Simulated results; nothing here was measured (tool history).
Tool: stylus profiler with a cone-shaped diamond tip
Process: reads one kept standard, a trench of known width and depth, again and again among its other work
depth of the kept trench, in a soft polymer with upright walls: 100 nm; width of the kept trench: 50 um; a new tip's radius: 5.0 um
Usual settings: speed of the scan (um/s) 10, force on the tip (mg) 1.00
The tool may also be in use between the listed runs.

run	hour	speed of the scan (um/s)	force on the tip (mg)	depth of the trench (Å)	width of the trench's floor (nm)
1	0.0	10	1.00	1005.1	47850
2	48.3	10	1.00	1004.9	47870
3	101.9	10	1.00	1004.5	47900
4	140.9	10	1.00	1005.3	47870
5	199.7	10	1.00	1005.1	47890
6	249.0	10	1.00	1005.5	47880
7	294.6	10	1.00	1005.2	47860
8	332.7	3	1.00	1005.3	47900
9	369.0	3	1.00	1005.3	47910
10	397.1	3	1.00	1005.4	47910
11	441.2	3	1.00	1005.1	47900
12	503.0	3	1.00	1005.5	47870
13	531.1	10	1.59	1007.3	47820
14	598.6	10	1.59	1007.3	47750
15	633.5	11	1.06	1005.6	47770
16	703.0	23	1.27	1006.2	47710
17	742.0	27	1.27	1006.3	47680
18	795.7	27	0.36	1003.7	47490
19	830.3	36	1.23	1006.3	47620
20	878.2	4	1.09	1006.2	47800
21	940.3	4	1.09	1006.0	47830
22	994.0	7	0.50	1004.4	47760
23	1057.8	3	1.08	1006.1	47760
# hour 1104.3: height scale calibrated on a step standard
24	1113.6	3	1.08	1004.8	47770
25	1149.9	3	1.08	1004.5	47760
26	1178.5	3	1.08	1004.8	47800
27	1236.3	3	1.08	1005.1	47760

Forecast each of these 5 alternatives for the next run:
A	1293.7	2	1.73	?	?
B	1293.7	10	2.69	?	?
C	1293.7	8	1.08	?	?
D	1293.7	8	1.17	?	?
E	1293.7	8	2.65	?	?

run	depth of the trench (Å)	width of the trench's floor (nm)
A	1006.7	47740
B	1008.6	47720
C	1005.1	47710
D	1005.1	47760
E	1008.5	47740
Without the tool's hidden state the same runs would have given:
run	depth of the trench (Å)	width of the trench's floor (nm)
A	1006.1	47970
B	1008.0	47940
C	1004.5	47930
D	1004.5	47980
E	1007.9	47970
